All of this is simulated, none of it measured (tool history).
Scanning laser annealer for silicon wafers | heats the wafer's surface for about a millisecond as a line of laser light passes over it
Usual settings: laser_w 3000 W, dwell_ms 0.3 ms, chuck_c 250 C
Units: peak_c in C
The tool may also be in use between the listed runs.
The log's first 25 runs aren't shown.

run     day  laser_w  dwell_ms  chuck_c  peak_c
 26   7.904     3138       0.3      260    1122
 27   8.079     2573       0.3      250     962
 28   8.325     2573       0.3      250     963
 29   8.596     2573       0.3      250     959
 30   8.838     2869     0.238      250     939
 31   9.204     2911     0.244      269     978
 32   9.462     2636     0.225      221     843
 33   9.858     3000       0.3      270    1092
 34  10.029     3107     0.269      227    1026
 35  10.358     2926     0.269      264    1018
 36  10.658     3000     0.358      217    1124
 37  11.062     3000     0.358      217    1124
 38  11.296     3000     0.358      217    1128
 39  11.604     3000     0.347      226    1115
 40  11.942     2620     0.278      287     979

3 ways to go on from here, each from the tool as it stands after run 40. What would each give?
     12.329  -- optics aligned, line set to its width
  A  12.354     3266     0.292      287       ?
     12.329  -- optics aligned, line set to its width
  B  12.354     3018     0.296      230       ?
     12.329  -- optics aligned, line set to its width
  C  12.354     3244     0.336      261       ?

run  peak_c
  A    1175
  B    1060
  C    1217
Without the tool's hidden state the same runs would have given:
run  peak_c
  A    1181
  B    1066
  C    1223
